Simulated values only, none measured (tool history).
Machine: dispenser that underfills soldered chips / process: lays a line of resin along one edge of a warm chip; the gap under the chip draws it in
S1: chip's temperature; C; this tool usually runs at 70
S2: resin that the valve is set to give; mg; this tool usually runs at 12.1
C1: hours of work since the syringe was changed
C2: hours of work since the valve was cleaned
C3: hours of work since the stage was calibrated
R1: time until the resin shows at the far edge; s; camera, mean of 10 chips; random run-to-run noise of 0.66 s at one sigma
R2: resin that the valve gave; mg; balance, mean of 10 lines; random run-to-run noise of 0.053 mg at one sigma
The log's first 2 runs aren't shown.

{"day": 0.429, "done": "new syringe of resin"}
{"run": 3, "day": 0.675, "S1": 82, "S2": 12.1, "C1": 4, "C2": 12, "C3": 36, "R1": 41.6, "R2": 12.09}
{"run": 4, "day": 1.104, "S1": 82, "S2": 12.1, "C1": 10, "C2": 18, "C3": 42, "R1": 57.3, "R2": 11.86}
{"day": 1.179, "done": "new syringe of resin"}
{"run": 5, "day": 1.788, "S1": 70, "S2": 11.3, "C1": 9, "C2": 28, "C3": 53, "R1": 91.7, "R2": 11.1}
{"day": 1.888, "done": "new syringe of resin"}
{"run": 6, "day": 2.2, "S1": 70, "S2": 11.3, "C1": 5, "C2": 34, "C3": 59, "R1": 76.1, "R2": 11.08}
{"day": 2.604, "done": "new syringe of resin"}
{"day": 2.817, "done": "dispensing valve cleaned and set on the balance"}
{"run": 7, "day": 2.958, "S1": 70, "S2": 12.1, "C1": 5, "C2": 2, "C3": 69, "R1": 74.1, "R2": 12.12}
{"day": 3.371, "done": "new syringe of resin"}
{"run": 8, "day": 3.508, "S1": 70, "S2": 12.1, "C1": 2, "C2": 10, "C3": 77, "R1": 64.2, "R2": 11.97}
{"day": 4.075, "done": "new syringe of resin"}
{"run": 9, "day": 4.167, "S1": 70, "S2": 12.1, "C1": 1, "C2": 20, "C3": 87, "R1": 62.8, "R2": 11.86}
{"run": 10, "day": 4.579, "S1": 70, "S2": 12.1, "C1": 8, "C2": 26, "C3": 93, "R1": 85.5, "R2": 11.85}
{"day": 4.775, "done": "new syringe of resin"}
{"run": 11, "day": 5.275, "S1": 70, "S2": 12.1, "C1": 7, "C2": 36, "C3": 103, "R1": 86, "R2": 11.74}
{"day": 5.483, "done": "new syringe of resin"}
{"day": 5.754, "done": "dispensing valve cleaned and set on the balance"}
{"run": 12, "day": 5.996, "S1": 70, "S2": 12.1, "C1": 7, "C2": 4, "C3": 113, "R1": 84.7, "R2": 12.1}
{"day": 6.262, "done": "new syringe of resin"}
{"run": 13, "day": 6.612, "S1": 70, "S2": 12.1, "C1": 5, "C2": 13, "C3": 122, "R1": 77.7, "R2": 12.07}
{"day": 6.975, "done": "new syringe of resin"}
{"run": 14, "day": 7.025, "S1": 55, "S2": 12.1, "C1": 1, "C2": 19, "C3": 128, "R1": 123.5, "R2": 11.98}
{"run": 15, "day": 7.417, "S1": 55, "S2": 12.1, "C1": 7, "C2": 25, "C3": 134, "R1": 165.2, "R2": 11.84}
{"day": 7.712, "done": "new syringe of resin"}
{"run": 16, "day": 7.871, "S1": 70, "S2": 12.1, "C1": 2, "C2": 31, "C3": 141, "R1": 68, "R2": 11.79}
{"run": 17, "day": 8.154, "S1": 66, "S2": 14.1, "C1": 7, "C2": 35, "C3": 145, "R1": 98.6, "R2": 13.76}
{"day": 8.45, "done": "new syringe of resin"}
{"run": 18, "day": 8.483, "S1": 59, "S2": 13.1, "C1": 1, "C2": 40, "C3": 150, "R1": 100.4, "R2": 12.75}
{"day": 8.725, "done": "dispensing valve cleaned and set on the balance"}
{"run": 19, "day": 8.912, "S1": 74, "S2": 11.9, "C1": 6, "C2": 3, "C3": 155, "R1": 68.3, "R2": 11.85}
{"day": 9.221, "done": "new syringe of resin"}
{"run": 20, "day": 9.246, "S1": 67, "S2": 13.8, "C1": 0, "C2": 8, "C3": 160, "R1": 69, "R2": 13.74}
{"run": 21, "day": 9.558, "S1": 68, "S2": 12.5, "C1": 5, "C2": 12, "C3": 165, "R1": 85.3, "R2": 12.35}
{"day": 9.933, "done": "new syringe of resin"}
{"run": 22, "day": 10.046, "S1": 62, "S2": 11.8, "C1": 2, "C2": 19, "C3": 172, "R1": 92.1, "R2": 11.68}
{"day": 10.658, "done": "new syringe of resin"}
{"run": 23, "day": 10.721, "S1": 81, "S2": 15.1, "C1": 1, "C2": 29, "C3": 182, "R1": 39.3, "R2": 14.88}

Run 24 is up next; what results do you expect?
{"run": 24, "day": 11.321, "S1": 81, "S2": 11.7, "C1": 10, "C2": 38, "C3": 191, "R1": "?", "R2": "?"}

R1: 61.8 s
R2: 11.47 mg
Had the tool carried no hidden state, the very same run would have given R1 36.7 s, R2 11.73 mg.

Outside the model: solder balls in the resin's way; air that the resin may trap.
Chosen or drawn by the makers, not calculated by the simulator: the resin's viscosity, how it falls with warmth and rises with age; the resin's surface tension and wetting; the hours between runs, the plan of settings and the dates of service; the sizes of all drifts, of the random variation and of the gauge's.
